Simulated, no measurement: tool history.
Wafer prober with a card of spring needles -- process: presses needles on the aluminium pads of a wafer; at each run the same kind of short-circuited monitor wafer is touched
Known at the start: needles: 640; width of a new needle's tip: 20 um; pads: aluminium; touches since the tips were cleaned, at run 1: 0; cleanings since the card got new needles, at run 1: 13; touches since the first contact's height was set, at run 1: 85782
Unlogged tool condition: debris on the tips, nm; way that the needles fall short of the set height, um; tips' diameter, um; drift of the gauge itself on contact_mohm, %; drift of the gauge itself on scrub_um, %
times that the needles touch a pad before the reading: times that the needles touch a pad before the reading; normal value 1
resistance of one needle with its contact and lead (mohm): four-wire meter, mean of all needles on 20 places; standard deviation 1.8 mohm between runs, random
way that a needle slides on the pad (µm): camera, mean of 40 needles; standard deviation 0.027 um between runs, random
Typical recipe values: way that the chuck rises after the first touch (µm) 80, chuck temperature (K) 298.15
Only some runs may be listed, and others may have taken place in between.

run	hour	way that the chuck rises after the first touch (µm)	chuck temperature (K)	times that the needles touch a pad before the reading	touches since the tips were cleaned	cleanings since the card got new needles	touches since the first contact's height was set	resistance of one needle with its contact and lead (mohm)	way that a needle slides on the pad (µm)
1	0	80	298.15	1	0	13	85782	201	20.72
2	6.9	80	298.15	1	1585	13	87367	239	20.74
3	16.9	80	349.15	1	3877	13	89659	275	20.73
4	23.6	86	349.15	1	5404	13	91186	270	22.29
# hour 26.2: tips cleaned on abrasive film
5	37.7	86	330.15	1	2641	14	94399	253	22.26
6	51.1	86	330.15	1	5731	14	97489	266	22.23
# hour 52.5: tips cleaned on abrasive film
7	65.7	86	330.15	1	3024	15	100811	257	22.23
8	75.2	61	330.15	1	5192	15	102979	335	15.67
# hour 78.9: tips cleaned on abrasive film
9	90.3	80	298.15	1	2612	16	106431	259	20.6
10	104.3	80	298.15	1	5814	16	109633	276	20.59
# hour 105.8: tips cleaned on abrasive film
11	118.3	80	298.15	2	2884	17	112835	232	20.61
# hour 131.7: tips cleaned on abrasive film
12	131.8	80	298.15	2	13	18	115898	194	20.58
13	145.5	80	298.15	1	3149	18	119034	263	20.63
# hour 158.4: tips cleaned on abrasive film
14	161.2	80	298.15	1	625	19	122612	217	20.56
15	175.2	80	298.15	1	3845	19	125832	267	20.56
# hour 185: tips cleaned on abrasive film
16	190.2	80	348.15	1	1193	20	129249	236	20.57
17	205.7	80	348.15	1	4736	20	132792	275	20.56
# hour 212.1: tips cleaned on abrasive film
18	221.3	80	348.15	1	2098	21	136349	250	20.5
19	235.7	63	324.15	1	5417	21	139668	326	16.08
# hour 238.6: tips cleaned on abrasive film
20	248.2	80	300.15	1	2210	22	142511	251	20.46
# hour 264: height of the first contact set anew
21	264	80	300.15	1	5749	22	0	275	21.03
# hour 265.5: tips cleaned on abrasive film
22	275.3	60	298.15	1	2245	23	2572	290	15.73
23	286.9	60	298.15	1	4922	23	5249	330	15.74
# hour 291.4: tips cleaned on abrasive film
24	295.1	74	298.15	2	860	24	7101	218	19.39
25	303.3	74	298.15	2	2730	24	8971	236	19.35
26	312.2	74	298.15	2	4780	24	11021	245	19.38
# hour 317.3: tips cleaned on abrasive film
27	324.3	74	298.15	2	1599	25	13764	228	19.3
28	333.8	94	324.15	2	3778	25	15943	228	24.59
# hour 343.8: tips cleaned on abrasive film
29	347.1	94	324.15	2	751	26	18983	208	24.55
30	360.5	94	324.15	1	3810	26	22042	248	24.62
# hour 370.7: tips cleaned on abrasive film
31	370.7	80	298.15	3	0	27	24362	195	20.86
32	383.7	80	298.15	3	2992	27	27354	216	20.92
33	394.3	80	298.15	3	5418	27	29780	222	20.91
# hour 396.7: tips cleaned on abrasive film
34	405.2	82	303.15	2	1953	28	32267	223	21.38

Consider 4 possible next runs. They are alternatives, not a sequence: every one starts from the tool as it was left by run 34. What does each give?
A	419.4	79	298.15	1	5205	28	35519	?	?
B	419.4	65	356.15	1	5205	28	35519	?	?
C	419.4	80	393.15	1	5205	28	35519	?	?
D	419.4	62	320.15	1	5205	28	35519	?	?

run	resistance of one needle with its contact and lead (mohm)	way that a needle slides on the pad (µm)
A	277	20.56
B	311	16.9
C	285	20.81
D	330	16.16
What these runs would have given with no unlogged condition in the tool:
run	resistance of one needle with its contact and lead (mohm)	way that a needle slides on the pad (µm)
A	191	20.71
B	201	17.05
C	212	20.95
D	200	16.3

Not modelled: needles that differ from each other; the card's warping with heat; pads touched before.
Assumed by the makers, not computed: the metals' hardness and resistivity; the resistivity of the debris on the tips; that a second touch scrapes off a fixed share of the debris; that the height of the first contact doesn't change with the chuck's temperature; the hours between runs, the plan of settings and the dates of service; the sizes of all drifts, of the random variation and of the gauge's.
